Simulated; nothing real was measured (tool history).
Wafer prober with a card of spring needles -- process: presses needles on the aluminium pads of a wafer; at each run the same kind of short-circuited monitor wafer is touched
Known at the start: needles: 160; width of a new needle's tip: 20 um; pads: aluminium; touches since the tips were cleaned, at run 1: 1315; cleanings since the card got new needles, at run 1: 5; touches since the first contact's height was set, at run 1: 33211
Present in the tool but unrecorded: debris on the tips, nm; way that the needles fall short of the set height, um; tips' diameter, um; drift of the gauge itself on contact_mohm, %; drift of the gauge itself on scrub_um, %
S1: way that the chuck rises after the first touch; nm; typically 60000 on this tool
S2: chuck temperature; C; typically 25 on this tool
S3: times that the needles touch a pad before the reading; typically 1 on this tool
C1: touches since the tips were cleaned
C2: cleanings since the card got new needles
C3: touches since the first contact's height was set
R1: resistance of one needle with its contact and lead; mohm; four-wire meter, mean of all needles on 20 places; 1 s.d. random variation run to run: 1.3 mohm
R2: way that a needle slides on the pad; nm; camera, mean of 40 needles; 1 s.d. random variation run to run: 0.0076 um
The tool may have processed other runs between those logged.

run,hour,S1,S2,S3,C1,C2,C3,R1,R2
1,0.0,60000,25,1,1315,5,33211,109,12400
2,9.7,60000,25,1,3516,5,35412,109,12402
# hour 17.8: tips cleaned on abrasive film
3,22.7,60000,25,1,1113,6,38341,108,12409
4,32.0,60000,25,1,3225,6,40453,110,12456
# hour 41.6: tips cleaned on abrasive film
5,46.1,60000,72,1,1013,7,43616,116,12479
6,53.6,54000,25,1,2714,7,45317,112,11250
7,59.6,58000,25,1,4075,7,46678,108,12085
# hour 65.5: tips cleaned on abrasive film
8,73.7,58000,25,1,1871,8,49870,110,12112
9,79.9,48000,25,1,3274,8,51273,113,10034
10,87.1,48000,40,1,4897,8,52896,116,10047
# hour 89.8: tips cleaned on abrasive film
11,98.3,48000,120,1,1926,9,55407,123,10068
12,106.6,48000,41,1,3825,9,57306,113,10079
# hour 113.2: tips cleaned on abrasive film
13,114.0,71000,30,2,189,10,58959,109,14910
14,126.7,42000,57,2,3066,10,61836,118,8846
15,134.2,42000,57,2,4765,10,63535,118,8835
# hour 137.2: tips cleaned on abrasive film
16,141.3,42000,28,3,921,11,65116,114,8863
17,149.9,51000,80,3,2871,11,67066,121,10765

Each row is a separate what-if for the run after 17, all from the same tool condition, not one after another. Results?
# hour 160.9: tips cleaned on abrasive film
A,164.3,50000,80,2,786,12,70324,?,?
# hour 160.9: tips cleaned on abrasive film
B,164.3,51000,51,3,786,12,70324,?,?
# hour 160.9: tips cleaned on abrasive film
C,164.3,51000,34,2,786,12,70324,?,?
# hour 160.9: tips cleaned on abrasive film
D,164.3,76000,80,3,786,12,70324,?,?
# hour 160.9: tips cleaned on abrasive film
E,164.3,49000,68,1,786,12,70324,?,?

run,R1,R2
A,121,10570
B,115,10800
C,113,10803
D,111,16075
E,117,10371
With no hidden state in the tool, these same runs would have given:
run,R1,R2
A,121,10312
B,114,10538
C,112,10540
D,111,15684
E,117,10119
